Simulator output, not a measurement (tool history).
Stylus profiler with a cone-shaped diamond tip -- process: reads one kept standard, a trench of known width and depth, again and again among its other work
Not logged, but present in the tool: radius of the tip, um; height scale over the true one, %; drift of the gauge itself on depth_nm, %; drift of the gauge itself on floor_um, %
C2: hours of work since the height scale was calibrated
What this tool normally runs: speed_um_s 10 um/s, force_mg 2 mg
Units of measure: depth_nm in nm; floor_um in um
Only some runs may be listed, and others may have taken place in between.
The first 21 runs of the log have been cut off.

{"run": 22, "hour": 1954.7, "speed_um_s": 10, "force_mg": 3.01, "scans with this tip": 2022, "C2": 270, "depth_nm": 1014.87, "floor_um": 15.95}
{"run": 23, "hour": 2011.2, "speed_um_s": 10, "force_mg": 0.75, "scans with this tip": 2229, "C2": 297, "depth_nm": 1005.59, "floor_um": 15.91}
{"run": 24, "hour": 2139.7, "speed_um_s": 10, "force_mg": 0.75, "scans with this tip": 2699, "C2": 360, "depth_nm": 1005.99, "floor_um": 15.93}
{"run": 25, "hour": 2223.3, "speed_um_s": 10, "force_mg": 4.77, "scans with this tip": 3004, "C2": 400, "depth_nm": 1020.79, "floor_um": 15.96}
{"run": 26, "hour": 2345.8, "speed_um_s": 21, "force_mg": 3.81, "scans with this tip": 3452, "C2": 460, "depth_nm": 1017.63, "floor_um": 15.94}
{"run": 27, "hour": 2444.4, "speed_um_s": 30, "force_mg": 1.69, "scans with this tip": 3812, "C2": 508, "depth_nm": 1010.05, "floor_um": 15.81}
{"run": 28, "hour": 2544.2, "speed_um_s": 37, "force_mg": 2.29, "scans with this tip": 4177, "C2": 557, "depth_nm": 1012.66, "floor_um": 15.84}
{"run": 29, "hour": 2603.9, "speed_um_s": 37, "force_mg": 2.29, "scans with this tip": 4395, "C2": 586, "depth_nm": 1012.47, "floor_um": 15.82}
{"run": 30, "hour": 2708.3, "speed_um_s": 12, "force_mg": 2.33, "scans with this tip": 4776, "C2": 636, "depth_nm": 1013.23, "floor_um": 15.95}
{"run": 31, "hour": 2808.9, "speed_um_s": 2, "force_mg": 4.67, "scans with this tip": 5144, "C2": 685, "depth_nm": 1020.16, "floor_um": 15.94}
{"run": 32, "hour": 2876.9, "speed_um_s": 10, "force_mg": 3.26, "scans with this tip": 5392, "C2": 718, "depth_nm": 1015.93, "floor_um": 15.91}
{"run": 33, "hour": 2995.5, "speed_um_s": 11, "force_mg": 2.78, "scans with this tip": 5826, "C2": 776, "depth_nm": 1014.48, "floor_um": 15.93}
{"run": 34, "hour": 3092.7, "speed_um_s": 6, "force_mg": 4.05, "scans with this tip": 6181, "C2": 823, "depth_nm": 1018.12, "floor_um": 15.98}
{"run": 35, "hour": 3193.0, "speed_um_s": 35, "force_mg": 3.91, "scans with this tip": 6547, "C2": 872, "depth_nm": 1018.12, "floor_um": 15.94}
{"run": 36, "hour": 3278.4, "speed_um_s": 7, "force_mg": 2.14, "scans with this tip": 6859, "C2": 914, "depth_nm": 1012.42, "floor_um": 15.97}
{"run": 37, "hour": 3365.1, "speed_um_s": 5, "force_mg": 5.59, "scans with this tip": 7176, "C2": 956, "depth_nm": 1022.88, "floor_um": 16.01}
{"run": 38, "hour": 3462.2, "speed_um_s": 3, "force_mg": 0.9, "scans with this tip": 7531, "C2": 1003, "depth_nm": 1006.62, "floor_um": 15.98}
{"run": 39, "hour": 3574.2, "speed_um_s": 12, "force_mg": 3.84, "scans with this tip": 7940, "C2": 1058, "depth_nm": 1017.48, "floor_um": 15.96}
{"run": 40, "hour": 3633.4, "speed_um_s": 5, "force_mg": 2, "scans with this tip": 8156, "C2": 1087, "depth_nm": 1011.63, "floor_um": 15.91}
{"hour": 3696.8, "done": "new tip fitted, height scale calibrated"}
{"run": 41, "hour": 3728.7, "speed_um_s": 25, "force_mg": 4.48, "scans with this tip": 116, "C2": 16, "depth_nm": 1019.36, "floor_um": 15.91}
{"run": 42, "hour": 3844.4, "speed_um_s": 3, "force_mg": 0.78, "scans with this tip": 539, "C2": 72, "depth_nm": 1006.37, "floor_um": 15.99}
{"run": 43, "hour": 3953.4, "speed_um_s": 2, "force_mg": 3.71, "scans with this tip": 937, "C2": 125, "depth_nm": 1017.44, "floor_um": 15.92}
{"run": 44, "hour": 4038.4, "speed_um_s": 4, "force_mg": 4.56, "scans with this tip": 1248, "C2": 166, "depth_nm": 1020.18, "floor_um": 16}

Branching from run 44: 3 alternative next runs. What would each branch give?
{"run": "A", "hour": 4096.7, "speed_um_s": 34, "force_mg": 2.59, "scans with this tip": 1461, "C2": 195, "depth_nm": "?", "floor_um": "?"}
{"run": "B", "hour": 4096.7, "speed_um_s": 4, "force_mg": 0.9, "scans with this tip": 1461, "C2": 195, "depth_nm": "?", "floor_um": "?"}
{"run": "C", "hour": 4096.7, "speed_um_s": 5, "force_mg": 1.58, "scans with this tip": 1461, "C2": 195, "depth_nm": "?", "floor_um": "?"}

run=A depth_nm=1013.34 floor_um=15.88
run=B depth_nm=1006.31 floor_um=16
run=C depth_nm=1009.84 floor_um=15.96
The same runs, with their run-to-run variation unchanged, on a tool lacking any hidden condition would have given:
run=A depth_nm=1013.35 floor_um=15.89
run=B depth_nm=1006.32 floor_um=16.01
run=C depth_nm=1009.85 floor_um=15.97
